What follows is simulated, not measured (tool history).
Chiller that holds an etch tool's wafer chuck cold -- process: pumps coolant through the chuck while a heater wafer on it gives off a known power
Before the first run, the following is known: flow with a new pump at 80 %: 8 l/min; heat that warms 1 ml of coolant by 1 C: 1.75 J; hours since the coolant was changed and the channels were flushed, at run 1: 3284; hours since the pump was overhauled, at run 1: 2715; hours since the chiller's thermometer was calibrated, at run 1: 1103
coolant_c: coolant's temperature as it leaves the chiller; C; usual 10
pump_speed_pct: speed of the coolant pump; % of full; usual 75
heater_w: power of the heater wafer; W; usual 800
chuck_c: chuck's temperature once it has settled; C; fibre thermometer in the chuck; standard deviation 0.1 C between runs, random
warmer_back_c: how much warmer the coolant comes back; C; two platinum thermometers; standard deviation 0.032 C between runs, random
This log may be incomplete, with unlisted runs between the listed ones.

| run | hour | coolant_c | pump_speed_pct | heater_w | hours since the coolant was changed and the channels were flushed | hours since the pump was overhauled | hours since the chiller's thermometer was calibrated | chuck_c | warmer_back_c |
|---|---|---|---|---|---|---|---|---|---|
| 1 | 0.0 | 10 | 75 | 800 | 3284 | 2715 | 1103 | 17.3 | 3.65 |
| 2 | 236.0 | 10 | 75 | 800 | 3520 | 2951 | 1339 | 17.4 | 3.73 |
| 3 | 388.6 | 15 | 75 | 800 | 3673 | 3104 | 1492 | 22.5 | 3.65 |
| 4 | 572.3 | 15 | 75 | 800 | 3856 | 3288 | 1675 | 22.3 | 3.69 |
| 5 | 767.6 | 15 | 75 | 800 | 4051 | 3483 | 1871 | 22.5 | 3.60 |
| 6 | 892.9 | 15 | 75 | 800 | 4177 | 3608 | 1996 | 22.4 | 3.65 |
| 7 | 1061.3 | 15 | 90 | 800 | 4345 | 3777 | 2164 | 21.6 | 3.04 |
| 8 | 1243.8 | 15 | 90 | 800 | 4528 | 3959 | 2347 | 21.7 | 3.01 |
| 9 | 1453.3 | 10 | 75 | 800 | 4737 | 4169 | 2556 | 17.4 | 3.66 |
| 10 | 1610.1 | 10 | 75 | 800 | 4894 | 4325 | 2713 | 17.5 | 3.64 |
| 11 | 1749.1 | 10 | 75 | 800 | 5033 | 4464 | 2852 | 17.4 | 3.64 |
| 12 | 1937.2 | 10 | 70 | 800 | 5221 | 4652 | 3040 | 17.7 | 3.88 |
| 13 | 2136.7 | 10 | 73 | 800 | 5421 | 4852 | 3240 | 17.5 | 3.78 |
| 14 | 2269.7 | 10 | 87 | 800 | 5554 | 4985 | 3373 | 16.8 | 3.10 |
| 15 | 2415.7 | 10 | 87 | 800 | 5700 | 5131 | 3519 | 16.6 | 3.14 |
|  | 2441.7 | coolant changed, channels flushed |
| 16 | 2564.4 | 10 | 87 | 800 | 123 | 5274 | 3661 | 16.8 | 3.14 |
|  | 2746.6 | chiller's thermometer calibrated |
| 17 | 2746.6 | 12 | 75 | 800 | 304 | 5455 | 0 | 19.3 | 3.72 |
| 18 | 2886.6 | 10 | 97 | 423 | 444 | 5595 | 140 | 13.4 | 1.52 |
| 19 | 3095.1 | 10 | 76 | 570 | 652 | 5803 | 349 | 15.1 | 2.56 |
| 20 | 3294.5 | 10 | 76 | 570 | 852 | 6003 | 548 | 15.3 | 2.56 |
|  | 3471.2 | coolant pump overhauled |
| 21 | 3514.7 | 10 | 76 | 570 | 1067 | 43 | 763 | 15.1 | 2.56 |
| 22 | 3650.7 | 10 | 86 | 794 | 1203 | 180 | 899 | 16.7 | 3.18 |
| 23 | 3784.5 | 12 | 67 | 1085 | 1337 | 313 | 1033 | 22.9 | 5.61 |
| 24 | 3910.7 | 14 | 63 | 1085 | 1463 | 440 | 1159 | 25.2 | 5.87 |
| 25 | 4068.3 | 4 | 86 | 800 | 1621 | 597 | 1317 | 10.8 | 3.17 |
| 26 | 4220.6 | 4 | 77 | 875 | 1773 | 749 | 1469 | 12.0 | 3.85 |
| 27 | 4353.7 | 16 | 77 | 800 | 1906 | 883 | 1602 | 23.4 | 3.60 |
| 28 | 4562.1 | 5 | 81 | 800 | 2114 | 1091 | 1811 | 12.2 | 3.34 |
| 29 | 4682.9 | 15 | 75 | 703 | 2235 | 1212 | 1931 | 21.5 | 3.20 |
| 30 | 4783.6 | 15 | 96 | 886 | 2336 | 1312 | 2032 | 22.1 | 3.08 |
| 31 | 4918.3 | 15 | 96 | 886 | 2471 | 1447 | 2167 | 22.3 | 3.14 |
| 32 | 5136.4 | 15 | 96 | 886 | 2689 | 1665 | 2385 | 22.2 | 3.18 |

3 ways to go on from here, each from the tool as it stands after run 32. What would each give?
| A | 5299.4 | 11 | 95 | 1161 | 2852 | 1828 | 2548 | ? | ? |
| B | 5299.4 | 4 | 96 | 886 | 2852 | 1828 | 2548 | ? | ? |
| C | 5299.4 | 15 | 62 | 886 | 2852 | 1828 | 2548 | ? | ? |

| run | chuck_c | warmer_back_c |
|---|---|---|
| A | 20.4 | 4.22 |
| B | 11.0 | 3.13 |
| C | 24.2 | 4.92 |
Without the tool's unlogged condition, the same runs would have read:
| run | chuck_c | warmer_back_c |
|---|---|---|
| A | 20.4 | 4.22 |
| B | 11.0 | 3.13 |
| C | 24.2 | 4.92 |

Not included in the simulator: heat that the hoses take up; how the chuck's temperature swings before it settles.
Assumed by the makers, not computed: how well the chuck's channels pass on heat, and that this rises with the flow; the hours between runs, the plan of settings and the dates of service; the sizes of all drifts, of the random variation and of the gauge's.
